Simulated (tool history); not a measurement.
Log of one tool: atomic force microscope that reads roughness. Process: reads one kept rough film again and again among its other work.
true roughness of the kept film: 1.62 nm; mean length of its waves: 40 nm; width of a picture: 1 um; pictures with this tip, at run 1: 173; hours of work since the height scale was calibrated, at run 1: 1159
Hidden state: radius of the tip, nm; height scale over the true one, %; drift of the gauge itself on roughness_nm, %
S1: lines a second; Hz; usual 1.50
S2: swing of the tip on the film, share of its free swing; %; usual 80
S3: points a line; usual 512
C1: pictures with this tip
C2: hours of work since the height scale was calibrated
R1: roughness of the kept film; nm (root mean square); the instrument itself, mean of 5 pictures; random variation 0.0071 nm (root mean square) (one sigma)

Run 1, hour 0.0: usual settings; C1 173; C2 1159. Result: R1 1.385 nm (root mean square).
Run 2, hour 33.5: usual settings but S3 387; C1 197; C2 1174. Result: R1 1.355 nm (root mean square).
Run 3, hour 84.4: usual settings but S3 379; C1 234; C2 1195. Result: R1 1.337 nm (root mean square).
Run 4, hour 120.0: usual settings but S2 83 %; C1 259; C2 1211. Result: R1 1.337 nm (root mean square).
Run 5, hour 156.0: usual settings; C1 285; C2 1226. Result: R1 1.340 nm (root mean square).
Run 6, hour 203.9: usual settings; C1 319; C2 1246. Result: R1 1.302 nm (root mean square).
At hour 230.0: new tip fitted.
Run 7, hour 259.2: usual settings; C1 21; C2 1270. Result: R1 1.492 nm (root mean square).
Run 8, hour 309.0: usual settings; C1 57; C2 1291. Result: R1 1.448 nm (root mean square).
Run 9, hour 364.0: usual settings; C1 96; C2 1314. Result: R1 1.432 nm (root mean square).
Run 10, hour 428.9: usual settings; C1 142; C2 1342. Result: R1 1.393 nm (root mean square).
Run 11, hour 493.6: usual settings; C1 189; C2 1370. Result: R1 1.371 nm (root mean square).
Run 12, hour 536.6: usual settings; C1 219; C2 1388. Result: R1 1.360 nm (root mean square).
Run 13, hour 598.1: usual settings; C1 263; C2 1414. Result: R1 1.330 nm (root mean square).
Run 14, hour 673.9: usual settings but S2 74 %; C1 317; C2 1447. Result: R1 1.309 nm (root mean square).
At hour 699.8: new tip fitted.
Run 15, hour 736.8: usual settings but S2 85 %; C1 26; C2 1473. Result: R1 1.463 nm (root mean square).
Run 16, hour 783.6: usual settings but S2 87 %; C1 60; C2 1493. Result: R1 1.430 nm (root mean square).
Run 17, hour 843.2: usual settings but S2 87 %; C1 102; C2 1519. Result: R1 1.399 nm (root mean square).
Run 18, hour 882.4: usual settings but S2 87 %; C1 130; C2 1535. Result: R1 1.387 nm (root mean square).
Run 19, hour 914.7: usual settings but S2 87 %; C1 153; C2 1549. Result: R1 1.364 nm (root mean square).
Run 20, hour 979.4: usual settings but S2 86 %; C1 199; C2 1577. Result: R1 1.350 nm (root mean square).
Run 21, hour 1020.5: usual settings but S2 86 %; C1 229; C2 1594. Result: R1 1.332 nm (root mean square).
Run 22, hour 1068.5: usual settings but S1 0.75 Hz; C1 263; C2 1615. Result: R1 1.380 nm (root mean square).
Run 23, hour 1099.8: usual settings but S1 0.66 Hz, S2 62 %, S3 259; C1 285; C2 1628. Result: R1 1.368 nm (root mean square).
Run 24, hour 1158.8: usual settings but S1 0.66 Hz, S2 61 %, S3 258; C1 328; C2 1653. Result: R1 1.360 nm (root mean square).
At hour 1169.0: new tip fitted.
Run 25, hour 1207.9: usual settings but S1 0.66 Hz, S2 61 %, S3 258; C1 27; C2 1674. Result: R1 1.515 nm (root mean square).
At hour 1215.0: height scale calibrated on a step standard.
Run 26, hour 1245.5: usual settings but S1 1.77 Hz, S2 72 %, S3 621; C1 53; C2 13. Result: R1 1.488 nm (root mean square).
Run 27, hour 1311.6: usual settings but S1 1.62 Hz, S3 403; C1 101; C2 41. Result: R1 1.418 nm (root mean square).
Run 28, hour 1349.2: usual settings but S1 1.62 Hz, S3 403; C1 128; C2 57. Result: R1 1.412 nm (root mean square).
Run 29, hour 1399.6: usual settings but S2 64 %, S3 494; C1 164; C2 79. Result: R1 1.437 nm (root mean square).
Run 30, hour 1473.2: usual settings but S2 64 %, S3 494; C1 216; C2 110. Result: R1 1.418 nm (root mean square).
At hour 1507.7: height scale calibrated on a step standard, once more.
Run 31, hour 1507.7: usual settings but S2 64 %, S3 494; C1 240; C2 0. Result: R1 1.371 nm (root mean square).
Run 32, hour 1569.3: usual settings but S1 0.66 Hz, S2 57 %, S3 588; C1 284; C2 26. Result: R1 1.379 nm (root mean square).
Run 33, hour 1613.2: usual settings but S3 833; C1 316; C2 45. Result: R1 1.288 nm (root mean square).
At hour 1643.1: new tip fitted.
Run 34, hour 1648.6: usual settings but S2 71 %, S3 833; C1 3; C2 60. Result: R1 1.493 nm (root mean square).
Run 35, hour 1712.4: usual settings but S2 71 %, S3 833; C1 49; C2 87. Result: R1 1.480 nm (root mean square).
Run 36, hour 1757.5: usual settings but S1 2.79 Hz, S2 56 %, S3 539; C1 81; C2 106. Result: R1 1.461 nm (root mean square).
Run 37, hour 1805.9: usual settings but S1 0.58 Hz, S2 77 %, S3 814; C1 116; C2 127. Result: R1 1.456 nm (root mean square).
Run 38, hour 1844.2: usual settings but S1 2.14 Hz, S2 77 %, S3 814; C1 143; C2 143. Result: R1 1.373 nm (root mean square).
Run 39, hour 1887.3: usual settings but S1 1.08 Hz, S2 59 %, S3 260; C1 174; C2 162. Result: R1 1.429 nm (root mean square).
Run 40, hour 1934.6: usual settings but S1 1.08 Hz, S2 59 %, S3 260; C1 208; C2 182. Result: R1 1.402 nm (root mean square).
Run 41, hour 2003.9: usual settings but S1 1.08 Hz, S2 59 %, S3 260; C1 257; C2 211. Result: R1 1.359 nm (root mean square).
Run 42, hour 2080.3: usual settings but S1 1.08 Hz, S2 59 %, S3 260; C1 312; C2 244. Result: R1 1.335 nm (root mean square).
At hour 2115.0: new tip fitted.
Run 43, hour 2132.0: usual settings but S1 1.08 Hz, S2 59 %, S3 260; C1 13; C2 266. Result: R1 1.531 nm (root mean square).

Forecast each of these 4 alternatives for the next run:
Run A, hour 2177.8: usual settings but S1 3.40 Hz, S2 63 %, S3 763; C1 45; C2 285. Result: R1 ?.
Run B, hour 2177.8: usual settings but S1 0.86 Hz, S2 71 %, S3 631; C1 45; C2 285. Result: R1 ?.
Run C, hour 2177.8: usual settings but S1 0.55 Hz, S3 464; C1 45; C2 285. Result: R1 ?.
Run D, hour 2177.8: usual settings but S1 1.08 Hz, S2 62 %, S3 703; C1 45; C2 285. Result: R1 ?.

run     R1
  A  1.465
  B  1.511
  C  1.494
  D  1.513
Without the tool's hidden state the same runs would have given:
run     R1
  A  1.492
  B  1.539
  C  1.521
  D  1.541
